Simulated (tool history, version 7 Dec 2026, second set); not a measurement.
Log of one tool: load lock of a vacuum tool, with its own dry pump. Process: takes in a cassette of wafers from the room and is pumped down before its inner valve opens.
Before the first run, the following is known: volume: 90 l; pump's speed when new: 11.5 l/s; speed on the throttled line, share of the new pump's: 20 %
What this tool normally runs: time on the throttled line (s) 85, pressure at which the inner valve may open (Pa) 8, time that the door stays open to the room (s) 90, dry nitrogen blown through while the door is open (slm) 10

run,hour,time on the throttled line (s),pressure at which the inner valve may open (Pa),time that the door stays open to the room (s),dry nitrogen blown through while the door is open (slm),"incoming humidity of the room's air, %",time from the closed door until the inner valve may open (s),rise of the pressure with all valves shut (Pa/min)
1,0.0,85,8,90,10,45.8,143.1,0.039
2,291.3,85,8,90,10,45.1,142.8,0.034
3,643.6,85,12,90,10,43.9,140.2,0.040
4,864.5,85,8,90,15,45.3,143.4,0.034
5,1067.2,85,8,90,15,46.7,143.3,0.035
6,1268.7,85,8,90,10,44.2,142.4,0.034
7,1636.7,85,8,90,10,49.2,142.4,0.042
8,2002.1,85,8,90,10,47.3,144.1,0.040
9,2290.0,53,11,66,44,42.5,114.4,0.021
10,2484.8,43,8,61,10,46.0,108.7,0.035
11,2891.5,85,8,90,22,47.0,142.7,0.029
12,3170.6,85,8,90,22,44.2,143.6,0.033

Forecast run 13:
13,3565.7,85,13,90,22,46.9,?,?

Run 13 yielded time from the closed door until the inner valve may open (s) 137.7, rise of the pressure with all valves shut (Pa/min) 0.027.
Minus the tool's unlogged condition, the same run would have read time from the closed door until the inner valve may open (s) 137.6, rise of the pressure with all valves shut (Pa/min) 0.026.
